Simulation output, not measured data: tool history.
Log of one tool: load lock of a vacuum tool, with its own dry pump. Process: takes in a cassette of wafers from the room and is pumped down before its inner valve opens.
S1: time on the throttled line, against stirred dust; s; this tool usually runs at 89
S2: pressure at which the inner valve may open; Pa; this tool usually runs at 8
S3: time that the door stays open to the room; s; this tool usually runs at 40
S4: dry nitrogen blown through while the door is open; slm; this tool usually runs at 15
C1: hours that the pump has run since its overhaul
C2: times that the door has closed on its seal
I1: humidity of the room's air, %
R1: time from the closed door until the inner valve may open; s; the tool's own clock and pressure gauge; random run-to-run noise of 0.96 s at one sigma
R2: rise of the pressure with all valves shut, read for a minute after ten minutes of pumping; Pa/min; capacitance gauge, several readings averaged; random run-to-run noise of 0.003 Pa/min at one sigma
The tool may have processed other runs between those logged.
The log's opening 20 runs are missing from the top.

{"run": 21, "day": 80.862, "S1": 89, "S2": 9, "S3": 26, "S4": 15, "C1": 4653, "C2": 17943, "I1": 44.9, "R1": 153.1, "R2": 0.087}
{"run": 22, "day": 85.467, "S1": 89, "S2": 9, "S3": 26, "S4": 15, "C1": 4763, "C2": 18466, "I1": 46.9, "R1": 156.1, "R2": 0.087}
{"run": 23, "day": 88.921, "S1": 89, "S2": 8, "S3": 92, "S4": 15, "C1": 4846, "C2": 18858, "I1": 45, "R1": 155.6, "R2": 0.11}
{"run": 24, "day": 91.858, "S1": 102, "S2": 8, "S3": 187, "S4": 17, "C1": 4917, "C2": 19192, "I1": 48.5, "R1": 163.4, "R2": 0.134}
{"run": 25, "day": 95.512, "S1": 102, "S2": 8, "S3": 187, "S4": 17, "C1": 5004, "C2": 19606, "I1": 46.4, "R1": 167.1, "R2": 0.137}
{"run": 26, "day": 98.779, "S1": 91, "S2": 8, "S3": 187, "S4": 17, "C1": 5083, "C2": 19977, "I1": 44.4, "R1": 158.5, "R2": 0.128}
{"run": 27, "day": 103.871, "S1": 62, "S2": 6, "S3": 40, "S4": 7, "C1": 5205, "C2": 20555, "I1": 44.4, "R1": 137.9, "R2": 0.107}
{"run": 28, "day": 108.017, "S1": 62, "S2": 6, "S3": 40, "S4": 7, "C1": 5304, "C2": 21026, "I1": 48.6, "R1": 136.6, "R2": 0.115}
{"run": 29, "day": 111.617, "S1": 77, "S2": 10, "S3": 73, "S4": 7, "C1": 5391, "C2": 21434, "I1": 45.6, "R1": 145, "R2": 0.127}
{"run": 30, "day": 115.504, "S1": 163, "S2": 7, "S3": 40, "S4": 15, "C1": 5484, "C2": 21876, "I1": 42.9, "R1": 220.6, "R2": 0.116}
{"run": 31, "day": 120.217, "S1": 163, "S2": 7, "S3": 40, "S4": 15, "C1": 5597, "C2": 22411, "I1": 45.4, "R1": 217.9, "R2": 0.122}
{"run": 32, "day": 124.654, "S1": 85, "S2": 7, "S3": 54, "S4": 8, "C1": 5704, "C2": 22914, "I1": 41.4, "R1": 154.1, "R2": 0.13}
{"run": 33, "day": 126.875, "S1": 85, "S2": 7, "S3": 54, "S4": 8, "C1": 5757, "C2": 23166, "I1": 42.6, "R1": 154.9, "R2": 0.127}
{"run": 34, "day": 130.383, "S1": 75, "S2": 8, "S3": 40, "S4": 12, "C1": 5841, "C2": 23565, "I1": 44.2, "R1": 145, "R2": 0.134}
{"run": 35, "day": 132.9, "S1": 75, "S2": 8, "S3": 40, "S4": 12, "C1": 5902, "C2": 23850, "I1": 43.5, "R1": 146.5, "R2": 0.131}
{"run": 36, "day": 138.012, "S1": 75, "S2": 8, "S3": 40, "S4": 12, "C1": 6024, "C2": 24431, "I1": 43.8, "R1": 146.9, "R2": 0.131}

Below are 4 alternative next runs, each starting from the tool's condition after run 36. Predict each:
{"run": "A", "day": 142.854, "S1": 122, "S2": 8, "S3": 40, "S4": 4, "C1": 6140, "C2": 24980, "I1": 47.7, "R1": "?", "R2": "?"}
{"run": "B", "day": 142.854, "S1": 113, "S2": 16, "S3": 40, "S4": 13, "C1": 6140, "C2": 24980, "I1": 42.4, "R1": "?", "R2": "?"}
{"run": "C", "day": 142.854, "S1": 90, "S2": 7, "S3": 40, "S4": 17, "C1": 6140, "C2": 24980, "I1": 45.9, "R1": "?", "R2": "?"}
{"run": "D", "day": 142.854, "S1": 65, "S2": 8, "S3": 40, "S4": 15, "C1": 6140, "C2": 24980, "I1": 47.6, "R1": "?", "R2": "?"}

run=A R1=181.4 R2=0.142
run=B R1=169.6 R2=0.138
run=C R1=159.5 R2=0.142
run=D R1=137.8 R2=0.144
What these runs would have given with no unlogged condition in the tool:
run=A R1=176.2 R2=0.021
run=B R1=164.9 R2=0.018
run=C R1=153.6 R2=0.018
run=D R1=131.7 R2=0.022

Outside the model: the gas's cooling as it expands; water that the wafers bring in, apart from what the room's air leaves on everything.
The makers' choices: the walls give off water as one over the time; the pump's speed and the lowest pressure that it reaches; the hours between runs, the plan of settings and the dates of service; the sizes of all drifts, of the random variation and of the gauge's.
